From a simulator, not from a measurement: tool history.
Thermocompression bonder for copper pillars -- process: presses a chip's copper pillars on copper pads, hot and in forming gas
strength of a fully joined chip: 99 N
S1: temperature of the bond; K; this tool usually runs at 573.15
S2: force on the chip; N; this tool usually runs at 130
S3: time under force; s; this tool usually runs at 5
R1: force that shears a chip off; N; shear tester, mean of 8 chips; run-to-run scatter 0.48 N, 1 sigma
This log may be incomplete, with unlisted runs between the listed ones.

run   hour      S1   S2  S3    R1
  1      0  573.15  130   5  69.9
  2   16.7  573.15  130   5  70.5
  3   34.1  573.15  130   5  69.6
  4   45.6  573.15  130   7  75.3
  5   66.6  573.15  131   5  69.1
  6   92.6  573.15  131   5  69.8
  7  108.3  573.15  131   5  69.6
  8  128.5  573.15  130  14    86
  9  142.4  573.15  130  14  86.3
 10  164.2  573.15  130   5  70.1
 11  188.9  593.15  130   5  77.9
 12    202  566.15  130   5  66.5
 13  229.3  576.15  130   5  70.8
 14  249.2  573.15  112   5  63.4
 15  266.2  573.15  130   5  68.7
 16  287.8  573.15   91   5  55.1
 17  300.9  561.15  130   5  64.7
 18  315.9  544.15  130   5  55.9
 19  339.1  544.15  130   5  55.4
 20  354.5  544.15  130   5    57
 21  379.3  544.15  130   5  55.5
 22  399.8  577.15  140   5  74.6
 23  424.4  546.15  118   7  58.4
 24  445.8  546.15  118   7  59.6
 25  468.3  580.15  133   5  73.5
 26    492  580.15  133   5    74
 27  508.7  555.15  166   3  62.5
 28  527.9  582.15  111   6  71.4
 29  553.5  549.15   82   3  32.9
 30  578.6  549.15   82   3  32.6
 31  593.1  552.15  187   5  75.5
 32  608.5  552.15  187   5  76.2
 33  629.4  552.15  187   5  74.7
 34  652.2  552.15  187   5  74.7
 35  663.6  573.15  130  14  84.8
 36  679.9  596.15  171   6  90.5
 37    695  570.15  124   6  69.3
 38  709.1  563.15  103   9    66
 39  724.9  563.15  103   9  66.7

Removed from this log: 1 entry logged between the listed runs. Between which two listed runs does each belong, and how does the tool's hidden state at the listed run before it compare with that at the listed run after it?
Between runs 16 and 17: forming gas filter changed (hour 295.2)
  oxide that the forming gas leaves, % of the face: 0.59 -> 0.51
